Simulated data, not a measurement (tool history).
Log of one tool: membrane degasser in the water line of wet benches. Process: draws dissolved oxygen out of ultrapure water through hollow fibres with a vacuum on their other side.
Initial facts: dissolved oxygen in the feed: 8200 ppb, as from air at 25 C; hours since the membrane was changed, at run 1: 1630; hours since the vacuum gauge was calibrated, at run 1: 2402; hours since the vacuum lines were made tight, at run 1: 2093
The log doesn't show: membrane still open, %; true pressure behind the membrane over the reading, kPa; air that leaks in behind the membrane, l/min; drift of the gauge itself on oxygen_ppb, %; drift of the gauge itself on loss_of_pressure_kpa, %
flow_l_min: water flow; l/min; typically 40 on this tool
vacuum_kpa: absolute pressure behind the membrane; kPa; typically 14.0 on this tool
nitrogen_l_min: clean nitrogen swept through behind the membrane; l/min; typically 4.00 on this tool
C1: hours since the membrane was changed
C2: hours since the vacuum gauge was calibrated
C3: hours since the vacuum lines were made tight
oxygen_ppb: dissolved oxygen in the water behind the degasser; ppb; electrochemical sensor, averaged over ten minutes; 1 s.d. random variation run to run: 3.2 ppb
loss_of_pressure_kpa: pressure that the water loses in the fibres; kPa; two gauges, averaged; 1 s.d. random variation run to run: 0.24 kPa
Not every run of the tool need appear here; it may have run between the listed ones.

Run 1, hour 0.0: usual settings; C1 1630; C2 2402; C3 2093. Result: oxygen_ppb 396.7 ppb, loss_of_pressure_kpa 63.17 kPa.
Run 2, hour 35.8: usual settings but vacuum_kpa 9.1 kPa; C1 1666; C2 2438; C3 2129. Result: oxygen_ppb 295.7 ppb, loss_of_pressure_kpa 62.83 kPa.
Run 3, hour 87.9: usual settings but vacuum_kpa 9.1 kPa; C1 1718; C2 2490; C3 2181. Result: oxygen_ppb 289.0 ppb, loss_of_pressure_kpa 62.78 kPa.
Run 4, hour 114.3: usual settings but flow_l_min 55 l/min; C1 1745; C2 2517; C3 2208. Result: oxygen_ppb 626.0 ppb, loss_of_pressure_kpa 86.24 kPa.
Run 5, hour 151.1: usual settings but flow_l_min 55 l/min; C1 1781; C2 2553; C3 2245. Result: oxygen_ppb 619.0 ppb, loss_of_pressure_kpa 86.13 kPa.
Run 6, hour 187.7: usual settings but flow_l_min 55 l/min; C1 1818; C2 2590; C3 2281. Result: oxygen_ppb 621.7 ppb, loss_of_pressure_kpa 85.72 kPa.
Run 7, hour 236.6: usual settings but flow_l_min 55 l/min; C1 1867; C2 2639; C3 2330. Result: oxygen_ppb 625.3 ppb, loss_of_pressure_kpa 86.13 kPa.
Run 8, hour 282.8: usual settings but flow_l_min 55 l/min, vacuum_kpa 9.9 kPa; C1 1913; C2 2685; C3 2376. Result: oxygen_ppb 512.8 ppb, loss_of_pressure_kpa 86.31 kPa.
Run 9, hour 329.7: usual settings but flow_l_min 37 l/min, vacuum_kpa 14.3 kPa, nitrogen_l_min 3.68 l/min; C1 1960; C2 2732; C3 2423. Result: oxygen_ppb 380.3 ppb, loss_of_pressure_kpa 57.79 kPa.
Run 10, hour 363.3: usual settings but flow_l_min 57 l/min, vacuum_kpa 10.3 kPa, nitrogen_l_min 5.92 l/min; C1 1994; C2 2766; C3 2457. Result: oxygen_ppb 490.0 ppb, loss_of_pressure_kpa 89.16 kPa.

Below are 5 alternative next runs, each starting from the tool's condition after run 10. Predict each:
Run A, hour 386.9: usual settings but flow_l_min 60 l/min, vacuum_kpa 30.7 kPa, nitrogen_l_min 2.77 l/min; C1 2017; C2 2789; C3 2480. Result: oxygen_ppb ?, loss_of_pressure_kpa ?.
Run B, hour 386.9: usual settings but flow_l_min 48 l/min, vacuum_kpa 26.7 kPa, nitrogen_l_min 4.14 l/min; C1 2017; C2 2789; C3 2480. Result: oxygen_ppb ?, loss_of_pressure_kpa ?.
Run C, hour 386.9: usual settings but flow_l_min 52 l/min, vacuum_kpa 16.7 kPa, nitrogen_l_min 5.92 l/min; C1 2017; C2 2789; C3 2480. Result: oxygen_ppb ?, loss_of_pressure_kpa ?.
Run D, hour 386.9: usual settings but vacuum_kpa 10.8 kPa, nitrogen_l_min 4.37 l/min; C1 2017; C2 2789; C3 2480. Result: oxygen_ppb ?, loss_of_pressure_kpa ?.
Run E, hour 386.9: usual settings but flow_l_min 27 l/min, vacuum_kpa 8.5 kPa, nitrogen_l_min 1.90 l/min; C1 2017; C2 2789; C3 2480. Result: oxygen_ppb ?, loss_of_pressure_kpa ?.

run  oxygen_ppb  loss_of_pressure_kpa
  A      1421.1                 93.76
  B       810.5                 75.17
  C       545.3                 80.80
  D       313.9                 62.56
  E       226.6                 42.47
Take away the tool's hidden state, keep each run's random variation, and the runs would have read:
run  oxygen_ppb  loss_of_pressure_kpa
  A      1420.7                 94.46
  B       810.2                 75.73
  C       545.0                 81.41
  D       313.7                 63.03
  E       226.4                 42.79
